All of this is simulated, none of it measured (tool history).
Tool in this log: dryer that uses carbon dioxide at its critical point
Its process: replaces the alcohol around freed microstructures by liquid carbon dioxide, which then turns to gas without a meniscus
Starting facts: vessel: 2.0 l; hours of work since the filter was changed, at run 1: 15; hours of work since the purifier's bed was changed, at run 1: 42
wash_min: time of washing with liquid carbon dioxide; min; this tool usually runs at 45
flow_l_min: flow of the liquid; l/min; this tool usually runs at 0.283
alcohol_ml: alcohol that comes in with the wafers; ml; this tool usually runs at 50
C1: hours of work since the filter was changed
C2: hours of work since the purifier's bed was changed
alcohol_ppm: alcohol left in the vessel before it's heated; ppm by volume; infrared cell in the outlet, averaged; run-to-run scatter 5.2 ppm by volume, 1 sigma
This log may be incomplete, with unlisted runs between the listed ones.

{"run": 1, "hour": 0.0, "wash_min": 45, "flow_l_min": 0.283, "alcohol_ml": 50, "C1": 15, "C2": 42, "alcohol_ppm": 110}
{"run": 2, "hour": 4.7, "wash_min": 45, "flow_l_min": 0.228, "alcohol_ml": 50, "C1": 17, "C2": 44, "alcohol_ppm": 317}
{"run": 3, "hour": 8.7, "wash_min": 45, "flow_l_min": 0.228, "alcohol_ml": 50, "C1": 19, "C2": 46, "alcohol_ppm": 321}
{"run": 4, "hour": 15.0, "wash_min": 45, "flow_l_min": 0.283, "alcohol_ml": 110, "C1": 22, "C2": 48, "alcohol_ppm": 222}
{"run": 5, "hour": 21.2, "wash_min": 45, "flow_l_min": 0.283, "alcohol_ml": 110, "C1": 24, "C2": 51, "alcohol_ppm": 239}
{"run": 6, "hour": 29.3, "wash_min": 45, "flow_l_min": 0.283, "alcohol_ml": 110, "C1": 28, "C2": 55, "alcohol_ppm": 240}
{"run": 7, "hour": 35.1, "wash_min": 45, "flow_l_min": 0.283, "alcohol_ml": 110, "C1": 30, "C2": 57, "alcohol_ppm": 231}
{"run": 8, "hour": 44.3, "wash_min": 45, "flow_l_min": 0.283, "alcohol_ml": 50, "C1": 34, "C2": 61, "alcohol_ppm": 111}
{"run": 9, "hour": 53.5, "wash_min": 45, "flow_l_min": 0.283, "alcohol_ml": 50, "C1": 38, "C2": 65, "alcohol_ppm": 116}
{"run": 10, "hour": 60.9, "wash_min": 45, "flow_l_min": 0.283, "alcohol_ml": 50, "C1": 41, "C2": 68, "alcohol_ppm": 108}
{"run": 11, "hour": 66.4, "wash_min": 45, "flow_l_min": 0.283, "alcohol_ml": 49, "C1": 44, "C2": 70, "alcohol_ppm": 121}
{"run": 12, "hour": 71.4, "wash_min": 45, "flow_l_min": 0.283, "alcohol_ml": 113, "C1": 46, "C2": 73, "alcohol_ppm": 247}
{"run": 13, "hour": 75.9, "wash_min": 61, "flow_l_min": 0.283, "alcohol_ml": 113, "C1": 48, "C2": 74, "alcohol_ppm": 61}
{"run": 14, "hour": 84.5, "wash_min": 45, "flow_l_min": 0.236, "alcohol_ml": 50, "C1": 51, "C2": 78, "alcohol_ppm": 293}
{"run": 15, "hour": 92.8, "wash_min": 45, "flow_l_min": 0.283, "alcohol_ml": 50, "C1": 55, "C2": 82, "alcohol_ppm": 115}
{"run": 16, "hour": 101.3, "wash_min": 45, "flow_l_min": 0.283, "alcohol_ml": 50, "C1": 59, "C2": 85, "alcohol_ppm": 126}
{"run": 17, "hour": 109.0, "wash_min": 45, "flow_l_min": 0.283, "alcohol_ml": 50, "C1": 62, "C2": 89, "alcohol_ppm": 122}
{"run": 18, "hour": 115.8, "wash_min": 45, "flow_l_min": 0.283, "alcohol_ml": 24, "C1": 65, "C2": 92, "alcohol_ppm": 75}
{"run": 19, "hour": 120.0, "wash_min": 45, "flow_l_min": 0.283, "alcohol_ml": 32, "C1": 67, "C2": 93, "alcohol_ppm": 84}
{"run": 20, "hour": 123.9, "wash_min": 45, "flow_l_min": 0.283, "alcohol_ml": 32, "C1": 68, "C2": 95, "alcohol_ppm": 90}
{"run": 21, "hour": 130.3, "wash_min": 45, "flow_l_min": 0.283, "alcohol_ml": 32, "C1": 71, "C2": 98, "alcohol_ppm": 103}
{"run": 22, "hour": 136.6, "wash_min": 45, "flow_l_min": 0.283, "alcohol_ml": 32, "C1": 74, "C2": 100, "alcohol_ppm": 79}
{"run": 23, "hour": 144.0, "wash_min": 45, "flow_l_min": 0.224, "alcohol_ml": 32, "C1": 77, "C2": 104, "alcohol_ppm": 241}
{"run": 24, "hour": 153.4, "wash_min": 44, "flow_l_min": 0.283, "alcohol_ml": 50, "C1": 81, "C2": 108, "alcohol_ppm": 143}
{"run": 25, "hour": 161.2, "wash_min": 35, "flow_l_min": 0.237, "alcohol_ml": 98, "C1": 84, "C2": 111, "alcohol_ppm": 1479}
{"run": 26, "hour": 165.5, "wash_min": 35, "flow_l_min": 0.237, "alcohol_ml": 98, "C1": 86, "C2": 113, "alcohol_ppm": 1478}
{"run": 27, "hour": 171.6, "wash_min": 38, "flow_l_min": 0.206, "alcohol_ml": 52, "C1": 89, "C2": 115, "alcohol_ppm": 1021}
{"run": 28, "hour": 177.7, "wash_min": 30, "flow_l_min": 0.2, "alcohol_ml": 66, "C1": 91, "C2": 118, "alcohol_ppm": 2697}
{"run": 29, "hour": 184.2, "wash_min": 30, "flow_l_min": 0.388, "alcohol_ml": 66, "C1": 94, "C2": 121, "alcohol_ppm": 223}
{"run": 30, "hour": 192.2, "wash_min": 59, "flow_l_min": 0.388, "alcohol_ml": 66, "C1": 97, "C2": 124, "alcohol_ppm": 29}
{"run": 31, "hour": 199.1, "wash_min": 59, "flow_l_min": 0.388, "alcohol_ml": 66, "C1": 100, "C2": 127, "alcohol_ppm": 29}
{"run": 32, "hour": 203.9, "wash_min": 59, "flow_l_min": 0.388, "alcohol_ml": 66, "C1": 102, "C2": 129, "alcohol_ppm": 26}
{"run": 33, "hour": 211.2, "wash_min": 59, "flow_l_min": 0.388, "alcohol_ml": 66, "C1": 106, "C2": 132, "alcohol_ppm": 22}
{"run": 34, "hour": 217.7, "wash_min": 45, "flow_l_min": 0.434, "alcohol_ml": 50, "C1": 108, "C2": 135, "alcohol_ppm": 23}
{"run": 35, "hour": 225.5, "wash_min": 34, "flow_l_min": 0.434, "alcohol_ml": 103, "C1": 112, "C2": 138, "alcohol_ppm": 106}
{"run": 36, "hour": 231.3, "wash_min": 28, "flow_l_min": 0.304, "alcohol_ml": 103, "C1": 114, "C2": 141, "alcohol_ppm": 1350}
{"run": 37, "hour": 237.9, "wash_min": 28, "flow_l_min": 0.304, "alcohol_ml": 55, "C1": 117, "C2": 144, "alcohol_ppm": 760}
{"run": 38, "hour": 246.9, "wash_min": 45, "flow_l_min": 0.179, "alcohol_ml": 50, "C1": 121, "C2": 148, "alcohol_ppm": 930}
{"run": 39, "hour": 256.1, "wash_min": 60, "flow_l_min": 0.392, "alcohol_ml": 22, "C1": 125, "C2": 152, "alcohol_ppm": 27}
{"run": 40, "hour": 261.0, "wash_min": 47, "flow_l_min": 0.206, "alcohol_ml": 37, "C1": 127, "C2": 154, "alcohol_ppm": 352}
{"run": 41, "hour": 265.2, "wash_min": 40, "flow_l_min": 0.191, "alcohol_ml": 50, "C1": 129, "C2": 155, "alcohol_ppm": 1059}
{"run": 42, "hour": 273.3, "wash_min": 29, "flow_l_min": 0.337, "alcohol_ml": 68, "C1": 132, "C2": 159, "alcohol_ppm": 535}
{"run": 43, "hour": 280.9, "wash_min": 29, "flow_l_min": 0.337, "alcohol_ml": 64, "C1": 135, "C2": 162, "alcohol_ppm": 519}
{"run": 44, "hour": 288.1, "wash_min": 45, "flow_l_min": 0.322, "alcohol_ml": 75, "C1": 139, "C2": 165, "alcohol_ppm": 102}
{"run": 45, "hour": 295.0, "wash_min": 45, "flow_l_min": 0.237, "alcohol_ml": 75, "C1": 141, "C2": 168, "alcohol_ppm": 453}
{"run": 46, "hour": 302.8, "wash_min": 45, "flow_l_min": 0.237, "alcohol_ml": 75, "C1": 145, "C2": 172, "alcohol_ppm": 458}
{"run": 47, "hour": 309.0, "wash_min": 45, "flow_l_min": 0.237, "alcohol_ml": 75, "C1": 147, "C2": 174, "alcohol_ppm": 472}

Branching from run 47: 4 alternative next runs. What would each branch give?
{"run": "A", "hour": 314.4, "wash_min": 28, "flow_l_min": 0.305, "alcohol_ml": 39, "C1": 150, "C2": 177, "alcohol_ppm": "?"}
{"run": "B", "hour": 314.4, "wash_min": 45, "flow_l_min": 0.237, "alcohol_ml": 65, "C1": 150, "C2": 177, "alcohol_ppm": "?"}
{"run": "C", "hour": 314.4, "wash_min": 45, "flow_l_min": 0.237, "alcohol_ml": 65, "C1": 150, "C2": 177, "alcohol_ppm": "?"}
{"run": "D", "hour": 314.4, "wash_min": 54, "flow_l_min": 0.337, "alcohol_ml": 45, "C1": 150, "C2": 177, "alcohol_ppm": "?"}

run=A alcohol_ppm=557
run=B alcohol_ppm=424
run=C alcohol_ppm=422
run=D alcohol_ppm=44
With the hidden condition removed and each run's random variation left untouched, the same runs would have given:
run=A alcohol_ppm=470
run=B alcohol_ppm=343
run=C alcohol_ppm=340
run=D alcohol_ppm=9
